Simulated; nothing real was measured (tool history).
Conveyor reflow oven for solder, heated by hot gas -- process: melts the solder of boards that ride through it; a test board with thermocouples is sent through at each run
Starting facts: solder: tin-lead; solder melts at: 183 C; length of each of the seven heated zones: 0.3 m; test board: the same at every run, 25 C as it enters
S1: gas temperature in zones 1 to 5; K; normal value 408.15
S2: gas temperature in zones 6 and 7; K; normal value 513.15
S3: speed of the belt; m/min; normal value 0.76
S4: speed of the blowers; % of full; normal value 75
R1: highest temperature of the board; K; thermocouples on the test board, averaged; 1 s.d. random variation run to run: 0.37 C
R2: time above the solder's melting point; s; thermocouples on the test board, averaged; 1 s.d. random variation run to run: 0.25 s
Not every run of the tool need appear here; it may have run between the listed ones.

run	day	S1	S2	S3	S4	R1	R2
1	0	408.15	513.15	0.76	75	485.35	30.9
2	0.879	408.15	513.15	0.76	53	473.95	22.3
3	1.808	408.15	513.15	0.76	80	486.45	32.2
4	3.279	408.15	513.15	0.76	75	485.05	30.8
5	4.371	408.15	513.15	0.76	75	485.05	30.7
6	6.142	422.15	524.15	0.76	56	488.05	34.7
# day 6.4: belt drive overhauled, speed set with a stopwatch
7	7.729	400.15	524.15	0.76	56	480.65	26
8	8.95	400.15	502.15	0.755	56	465.05	12.4
# day 9.633: belt drive overhauled, speed set with a stopwatch, once more
9	9.95	400.15	502.15	0.755	56	464.35	10.9
# day 10.692: flux residue cleaned out of gas plates and filters
10	11.604	400.15	502.15	0.788	69	476.25	22.6

Selected run-to-run steps in R1, each split into two signed amounts: the part the tool would show with no hidden state at all (from settings, incoming material and random variation), and the remainder, which goes to the hidden state together with any gauge scatter not common to the measured and the hidden-state-free results:
What the log doesn't record here: heat that the gas passes to the board, % of a clean oven's; belt's true speed, % of the reading; true gas temperature in zones 6 and 7 over the reading, C; drift of the gauge itself on peak_c, C; drift of the gauge itself on liquid_s, %.
Run 7 -> 8: S2 524.15 -> 502.15, S3 0.76 -> 0.755. R1 -15.6 K: hidden state +0.7, all else -16.3.
Run 9 -> 10: S3 0.755 -> 0.788, S4 56 -> 69, flux residue cleaned out of gas plates and filters. R1 +11.9 K: hidden state +6.5, all else +5.4.
